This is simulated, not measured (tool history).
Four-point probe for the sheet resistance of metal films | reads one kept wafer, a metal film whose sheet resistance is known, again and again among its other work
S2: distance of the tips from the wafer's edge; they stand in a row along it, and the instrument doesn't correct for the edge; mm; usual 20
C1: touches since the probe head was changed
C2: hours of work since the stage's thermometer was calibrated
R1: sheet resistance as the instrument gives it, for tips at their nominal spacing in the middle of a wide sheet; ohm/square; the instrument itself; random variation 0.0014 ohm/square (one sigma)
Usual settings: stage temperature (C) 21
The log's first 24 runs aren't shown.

{"run": 25, "hour": 1830.2, "stage temperature (C)": 27, "S2": 23, "C1": 54305, "C2": 1988, "R1": 7.062413}
{"run": 26, "hour": 1907.4, "stage temperature (C)": 27, "S2": 23, "C1": 56664, "C2": 2020, "R1": 7.064111}
{"run": 27, "hour": 2002.3, "stage temperature (C)": 27, "S2": 23, "C1": 59567, "C2": 2059, "R1": 7.066375}
{"run": 28, "hour": 2054.1, "stage temperature (C)": 27, "S2": 23, "C1": 61150, "C2": 2080, "R1": 7.06469}
{"run": 29, "hour": 2102.0, "stage temperature (C)": 27, "S2": 23, "C1": 62614, "C2": 2099, "R1": 7.066665}
{"run": 30, "hour": 2171.6, "stage temperature (C)": 27, "S2": 23, "C1": 64742, "C2": 2128, "R1": 7.070084}
{"run": 31, "hour": 2235.9, "stage temperature (C)": 27, "S2": 23, "C1": 66710, "C2": 2154, "R1": 7.073276}
{"run": 32, "hour": 2321.0, "stage temperature (C)": 27, "S2": 23, "C1": 69312, "C2": 2189, "R1": 7.072728}
{"run": 33, "hour": 2393.9, "stage temperature (C)": 27, "S2": 23, "C1": 71541, "C2": 2218, "R1": 7.07478}
{"run": 34, "hour": 2478.1, "stage temperature (C)": 29, "S2": 51, "C1": 74115, "C2": 2253, "R1": 7.065701}
{"run": 35, "hour": 2585.7, "stage temperature (C)": 21, "S2": 30, "C1": 77406, "C2": 2297, "R1": 7.102414}

Forecast each of these 5 alternatives for the next run:
{"run": "A", "hour": 2632.3, "stage temperature (C)": 19, "S2": 4, "C1": 78829, "C2": 2316, "R1": "?"}
{"run": "B", "hour": 2632.3, "stage temperature (C)": 32, "S2": 64, "C1": 78829, "C2": 2316, "R1": "?"}
{"run": "C", "hour": 2632.3, "stage temperature (C)": 21, "S2": 5, "C1": 78829, "C2": 2316, "R1": "?"}
{"run": "D", "hour": 2632.3, "stage temperature (C)": 22, "S2": 17, "C1": 78829, "C2": 2316, "R1": "?"}
{"run": "E", "hour": 2632.3, "stage temperature (C)": 26, "S2": 20, "C1": 78829, "C2": 2316, "R1": "?"}

run=A R1=7.204381
run=B R1=7.055947
run=C R1=7.162045
run=D R1=7.103153
run=E R1=7.084608
Without the tool's hidden state the same runs would have given:
run=A R1=7.161586
run=B R1=7.014929
run=C R1=7.119642
run=D R1=7.061159
run=E R1=7.043009

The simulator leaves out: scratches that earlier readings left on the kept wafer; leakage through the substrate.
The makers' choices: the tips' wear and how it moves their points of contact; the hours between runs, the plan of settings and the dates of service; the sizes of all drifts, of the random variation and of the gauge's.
